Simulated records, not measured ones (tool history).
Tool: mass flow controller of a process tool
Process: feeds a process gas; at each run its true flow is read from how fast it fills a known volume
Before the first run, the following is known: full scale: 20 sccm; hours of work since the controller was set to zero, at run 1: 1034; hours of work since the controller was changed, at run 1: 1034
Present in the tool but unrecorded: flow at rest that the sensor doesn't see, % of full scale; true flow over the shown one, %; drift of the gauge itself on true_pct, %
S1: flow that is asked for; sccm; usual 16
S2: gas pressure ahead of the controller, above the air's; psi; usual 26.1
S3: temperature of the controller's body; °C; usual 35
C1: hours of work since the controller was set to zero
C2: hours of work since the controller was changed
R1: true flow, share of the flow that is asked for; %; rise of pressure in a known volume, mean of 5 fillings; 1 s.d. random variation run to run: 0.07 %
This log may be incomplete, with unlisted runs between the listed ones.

| run | day | S1 | S2 | S3 | C1 | C2 | R1 |
|---|---|---|---|---|---|---|---|
| 1 | 0.000 | 16 | 26.1 | 35 | 1034 | 1034 | 98.21 |
| 2 | 1.817 | 10 | 26.1 | 35 | 1063 | 1063 | 97.70 |
| 3 | 4.992 | 10 | 26.1 | 35 | 1113 | 1113 | 97.65 |
| 4 | 6.829 | 10 | 26.1 | 35 | 1142 | 1142 | 97.77 |
| 5 | 9.858 | 10 | 26.1 | 35 | 1190 | 1190 | 97.85 |
| 6 | 11.646 | 6 | 26.1 | 35 | 1218 | 1218 | 97.54 |
| 7 | 13.358 | 6 | 26.1 | 35 | 1245 | 1245 | 97.70 |
| 8 | 14.829 | 6 | 26.1 | 35 | 1268 | 1268 | 97.56 |
| 9 | 18.112 | 6 | 26.1 | 35 | 1320 | 1320 | 97.71 |
| 10 | 20.600 | 16 | 26.1 | 35 | 1359 | 1359 | 98.04 |
| 11 | 23.650 | 16 | 26.1 | 35 | 1407 | 1407 | 98.15 |
| 12 | 26.308 | 16 | 29.9 | 35 | 1449 | 1449 | 97.89 |
| 13 | 29.346 | 14 | 28.9 | 35 | 1497 | 1497 | 97.85 |
| 14 | 31.292 | 14 | 28.9 | 35 | 1528 | 1528 | 97.81 |
| 15 | 34.325 | 2 | 33.6 | 30 | 1576 | 1576 | 99.70 |
| 16 | 37.821 | 2 | 33.6 | 30 | 1631 | 1631 | 99.89 |
| 17 | 41.325 | 16 | 25.2 | 38 | 1686 | 1686 | 97.77 |
| 18 | 44.500 | 16 | 25.2 | 38 | 1736 | 1736 | 97.70 |
| 19 | 46.142 | 16 | 25.2 | 38 | 1762 | 1762 | 97.81 |
| 20 | 47.812 | 16 | 25.2 | 38 | 1789 | 1789 | 97.68 |
| 21 | 51.388 | 16 | 25.2 | 38 | 1845 | 1845 | 97.78 |
| 22 | 53.104 | 5 | 25.2 | 38 | 1872 | 1872 | 97.39 |

3 ways to go on from here, each from the tool as it stands after run 22. What would each give?
| A | 56.388 | 10 | 36.1 | 38 | 1924 | 1924 | ? |
| B | 56.388 | 16 | 38.7 | 22 | 1924 | 1924 | ? |
| C | 56.388 | 5 | 20.6 | 38 | 1924 | 1924 | ? |

| run | R1 |
|---|---|
| A | 97.20 |
| B | 99.06 |
| C | 97.63 |
Without the tool's hidden state the same runs would have given:
| run | R1 |
|---|---|
| A | 97.53 |
| B | 99.67 |
| C | 97.18 |
